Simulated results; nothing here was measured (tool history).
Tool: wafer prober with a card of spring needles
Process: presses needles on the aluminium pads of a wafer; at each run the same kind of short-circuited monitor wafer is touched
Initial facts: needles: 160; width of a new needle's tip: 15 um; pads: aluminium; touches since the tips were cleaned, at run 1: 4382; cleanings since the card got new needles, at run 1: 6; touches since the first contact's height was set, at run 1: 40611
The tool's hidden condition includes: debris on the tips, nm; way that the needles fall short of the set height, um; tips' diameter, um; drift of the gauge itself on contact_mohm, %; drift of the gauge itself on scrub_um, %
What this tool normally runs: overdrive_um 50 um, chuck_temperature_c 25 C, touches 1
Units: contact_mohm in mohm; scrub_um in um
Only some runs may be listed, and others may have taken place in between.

run,hour,overdrive_um,chuck_temperature_c,touches,touches since the tips were cleaned,cleanings since the card got new needles,touches since the first contact's height was set,contact_mohm,scrub_um
1,0.0,50,25,1,4382,6,40611,189,11.20
# hour 2.5: tips cleaned on abrasive film
2,8.3,50,25,1,2578,7,44289,193,11.13
# hour 15.3: tips cleaned on abrasive film
3,16.6,50,25,1,564,8,47981,189,11.11
4,25.0,50,25,1,4359,8,51776,188,11.18
# hour 27.7: tips cleaned on abrasive film
5,31.7,50,25,1,1800,9,54768,190,11.10
# hour 39.7: tips cleaned on abrasive film
6,40.5,50,25,1,369,10,58702,191,11.12
7,49.5,50,25,1,4410,10,62743,190,11.03
# hour 51.8: tips cleaned on abrasive film
8,56.6,50,25,1,2160,11,65901,195,11.10
9,61.0,50,25,1,4149,11,67890,188,11.09
# hour 63.9: tips cleaned on abrasive film
10,65.3,50,25,1,605,12,69748,189,11.01
11,71.7,50,25,1,3509,12,72652,195,11.04
# hour 76.0: tips cleaned on abrasive film
12,76.7,50,25,1,324,13,74858,189,10.97
13,84.1,50,25,1,3661,13,78195,191,10.99
# hour 88.2: tips cleaned on abrasive film
14,88.2,50,25,1,0,14,80007,188,11.07
15,95.5,50,25,1,3260,14,83267,190,11.04
# hour 100.6: tips cleaned on abrasive film
16,104.5,50,25,1,1774,15,87304,190,10.95
17,110.9,38,117,2,4659,15,90189,219,8.38
# hour 112.9: tips cleaned on abrasive film
18,117.7,38,116,1,2167,16,93190,217,8.31
19,124.4,50,43,3,5209,16,96232,194,10.96
# hour 124.9: tips cleaned on abrasive film
20,131.0,47,63,3,2760,17,99159,200,10.26
# hour 132.4: gauge calibrated
# hour 136.9: tips cleaned on abrasive film
21,139.3,50,75,2,1083,18,102856,203,11.10
22,147.8,70,77,1,4880,18,106653,198,15.53
# hour 148.9: tips cleaned on abrasive film
23,154.4,31,77,1,2464,19,109605,214,6.82
# hour 161.1: tips cleaned on abrasive film
24,161.1,53,82,1,3,20,112580,204,11.72
25,167.8,42,25,1,3018,20,115595,191,9.35
# hour 173.3: tips cleaned on abrasive film
26,175.2,69,44,1,871,21,118904,189,15.32
27,180.0,32,93,2,3023,21,121056,213,7.10
# hour 185.4: tips cleaned on abrasive film
28,185.9,34,37,2,220,22,123649,201,7.52
29,191.2,50,71,2,2607,22,126036,198,11.07
# hour 197.7: tips cleaned on abrasive film
30,198.5,50,71,1,364,23,129319,202,11.02
31,205.9,40,81,3,3696,23,132651,209,8.79
# hour 209.7: tips cleaned on abrasive film
32,210.3,40,81,3,239,24,134547,208,8.89

Selected run-to-run steps in scrub_um, each split into two signed amounts: the part the tool would show with no hidden state at all (from settings, incoming material and random variation), and the remainder, which goes to the hidden state together with any gauge scatter not common to the measured and the hidden-state-free results:
Run 18 -> 19: overdrive_um 38 -> 50, chuck_temperature_c 116 -> 43, touches 1 -> 3. scrub_um +2.65 um: hidden state -0.06, all else +2.71.
Run 20 -> 21: overdrive_um 47 -> 50, chuck_temperature_c 63 -> 75, touches 3 -> 2, gauge calibrated, tips cleaned on abrasive film. scrub_um +0.84 um: hidden state +0.21, all else +0.63.
Run 22 -> 23: overdrive_um 70 -> 31, tips cleaned on abrasive film. scrub_um -8.71 um: hidden state +0.02, all else -8.73.
Run 25 -> 26: overdrive_um 42 -> 69, chuck_temperature_c 25 -> 44, tips cleaned on abrasive film. scrub_um +5.97 um: hidden state -0.05, all else +6.02.
Run 26 -> 27: overdrive_um 69 -> 32, chuck_temperature_c 44 -> 93, touches 1 -> 2. scrub_um -8.22 um: hidden state +0.04, all else -8.26.

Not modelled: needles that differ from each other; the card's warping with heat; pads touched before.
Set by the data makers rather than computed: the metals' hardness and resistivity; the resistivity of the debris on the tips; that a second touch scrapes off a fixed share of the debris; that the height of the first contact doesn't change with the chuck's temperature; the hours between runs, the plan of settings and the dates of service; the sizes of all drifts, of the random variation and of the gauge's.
